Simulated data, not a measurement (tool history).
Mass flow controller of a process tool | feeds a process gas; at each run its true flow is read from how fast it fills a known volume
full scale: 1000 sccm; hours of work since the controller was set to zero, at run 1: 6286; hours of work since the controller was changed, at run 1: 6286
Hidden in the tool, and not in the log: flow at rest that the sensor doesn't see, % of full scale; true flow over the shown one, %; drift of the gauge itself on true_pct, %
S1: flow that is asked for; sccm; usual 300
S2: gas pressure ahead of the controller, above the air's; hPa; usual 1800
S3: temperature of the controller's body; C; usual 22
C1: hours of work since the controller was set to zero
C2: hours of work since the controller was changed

run 1 hour=0.0 | S1=300 S2=1800 S3=22 | C1=6286 C2=6286 | true_flow_(%)=99.63
run 2 hour=179.6 | S1=300 S2=1800 S3=22 | C1=6363 C2=6363 | true_flow_(%)=99.73
run 3 hour=367.9 | S1=300 S2=1800 S3=22 | C1=6443 C2=6443 | true_flow_(%)=99.55
run 4 hour=515.4 | S1=300 S2=1800 S3=30 | C1=6505 C2=6505 | true_flow_(%)=98.79
run 5 hour=663.4 | S1=300 S2=1800 S3=30 | C1=6568 C2=6568 | true_flow_(%)=98.86
run 6 hour=907.0 | S1=104 S2=1800 S3=22 | C1=6671 C2=6671 | true_flow_(%)=99.34
run 7 hour=1144.3 | S1=300 S2=1800 S3=21 | C1=6772 C2=6772 | true_flow_(%)=99.65
run 8 hour=1340.2 | S1=510 S2=1800 S3=22 | C1=6855 C2=6855 | true_flow_(%)=99.84
run 9 hour=1503.7 | S1=510 S2=1800 S3=22 | C1=6925 C2=6925 | true_flow_(%)=99.91
run 10 hour=1668.0 | S1=300 S2=1800 S3=22 | C1=6995 C2=6995 | true_flow_(%)=99.65
-- hour=1801.4 controller exchanged for a calibrated one
run 11 hour=1806.2 | S1=300 S2=1800 S3=30 | C1=2 C2=2 | true_flow_(%)=98.76
run 12 hour=1949.3 | S1=300 S2=1800 S3=21 | C1=63 C2=63 | true_flow_(%)=99.65
run 13 hour=2115.2 | S1=300 S2=1800 S3=21 | C1=133 C2=133 | true_flow_(%)=99.74
run 14 hour=2367.7 | S1=300 S2=1800 S3=29 | C1=240 C2=240 | true_flow_(%)=98.79
run 15 hour=2633.1 | S1=300 S2=1800 S3=29 | C1=353 C2=353 | true_flow_(%)=98.90
run 16 hour=2855.5 | S1=300 S2=1800 S3=29 | C1=448 C2=448 | true_flow_(%)=98.92
run 17 hour=3056.1 | S1=300 S2=1800 S3=29 | C1=533 C2=533 | true_flow_(%)=98.94
run 18 hour=3248.3 | S1=300 S2=1800 S3=22 | C1=614 C2=614 | true_flow_(%)=99.55
run 19 hour=3494.6 | S1=300 S2=1800 S3=22 | C1=719 C2=719 | true_flow_(%)=99.53
run 20 hour=3757.2 | S1=300 S2=1800 S3=22 | C1=831 C2=831 | true_flow_(%)=99.53
run 21 hour=3958.2 | S1=300 S2=1920 S3=22 | C1=916 C2=916 | true_flow_(%)=99.49
run 22 hour=4130.0 | S1=189 S2=1800 S3=22 | C1=989 C2=989 | true_flow_(%)=99.45
run 23 hour=4242.4 | S1=284 S2=1800 S3=22 | C1=1037 C2=1037 | true_flow_(%)=99.56
run 24 hour=4481.3 | S1=103 S2=1800 S3=24 | C1=1138 C2=1138 | true_flow_(%)=99.04
run 25 hour=4710.8 | S1=103 S2=1800 S3=24 | C1=1236 C2=1236 | true_flow_(%)=99.11
run 26 hour=4922.0 | S1=528 S2=1800 S3=21 | C1=1325 C2=1325 | true_flow_(%)=100.00
run 27 hour=5162.6 | S1=362 S2=2420 S3=38 | C1=1427 C2=1427 | true_flow_(%)=97.73
run 28 hour=5345.3 | S1=362 S2=1590 S3=38 | C1=1505 C2=1505 | true_flow_(%)=98.12
run 29 hour=5477.6 | S1=670 S2=1590 S3=36 | C1=1561 C2=1561 | true_flow_(%)=98.55
run 30 hour=5687.6 | S1=670 S2=1590 S3=36 | C1=1650 C2=1650 | true_flow_(%)=98.65
run 31 hour=5913.9 | S1=236 S2=2450 S3=36 | C1=1746 C2=1746 | true_flow_(%)=97.91
run 32 hour=6130.6 | S1=300 S2=1630 S3=20 | C1=1838 C2=1838 | true_flow_(%)=99.83
run 33 hour=6286.8 | S1=584 S2=1800 S3=37 | C1=1905 C2=1905 | true_flow_(%)=98.37
run 34 hour=6461.9 | S1=373 S2=1550 S3=35 | C1=1979 C2=1979 | true_flow_(%)=98.48
run 35 hour=6644.4 | S1=373 S2=1550 S3=35 | C1=2057 C2=2057 | true_flow_(%)=98.52
run 36 hour=6854.1 | S1=300 S2=1420 S3=24 | C1=2146 C2=2146 | true_flow_(%)=99.46
run 37 hour=7118.8 | S1=137 S2=2650 S3=31 | C1=2258 C2=2258 | true_flow_(%)=98.16
run 38 hour=7299.7 | S1=137 S2=2650 S3=31 | C1=2335 C2=2335 | true_flow_(%)=98.15
run 39 hour=7413.0 | S1=137 S2=2650 S3=31 | C1=2383 C2=2383 | true_flow_(%)=98.09
run 40 hour=7598.3 | S1=137 S2=2650 S3=31 | C1=2462 C2=2462 | true_flow_(%)=98.27
run 41 hour=7710.9 | S1=787 S2=2450 S3=22 | C1=2510 C2=2510 | true_flow_(%)=99.85
run 42 hour=7920.3 | S1=787 S2=2450 S3=22 | C1=2599 C2=2599 | true_flow_(%)=99.88
run 43 hour=8075.4 | S1=224 S2=2620 S3=22 | C1=2664 C2=2664 | true_flow_(%)=99.23
run 44 hour=8218.4 | S1=150 S2=1800 S3=32 | C1=2725 C2=2725 | true_flow_(%)=98.28
run 45 hour=8386.3 | S1=263 S2=2060 S3=22 | C1=2796 C2=2796 | true_flow_(%)=99.28
run 46 hour=8595.4 | S1=300 S2=1440 S3=22 | C1=2885 C2=2885 | true_flow_(%)=99.71

Hidden state at the last listed run before each entry between runs and at the first one after, where it differs:
Between runs 10 and 11: controller exchanged for a calibrated one (hour 1801.4)
  flow at rest that the sensor doesn't see, % of full scale: -0.006 -> 0; true flow over the shown one, %: 0.07 -> 0

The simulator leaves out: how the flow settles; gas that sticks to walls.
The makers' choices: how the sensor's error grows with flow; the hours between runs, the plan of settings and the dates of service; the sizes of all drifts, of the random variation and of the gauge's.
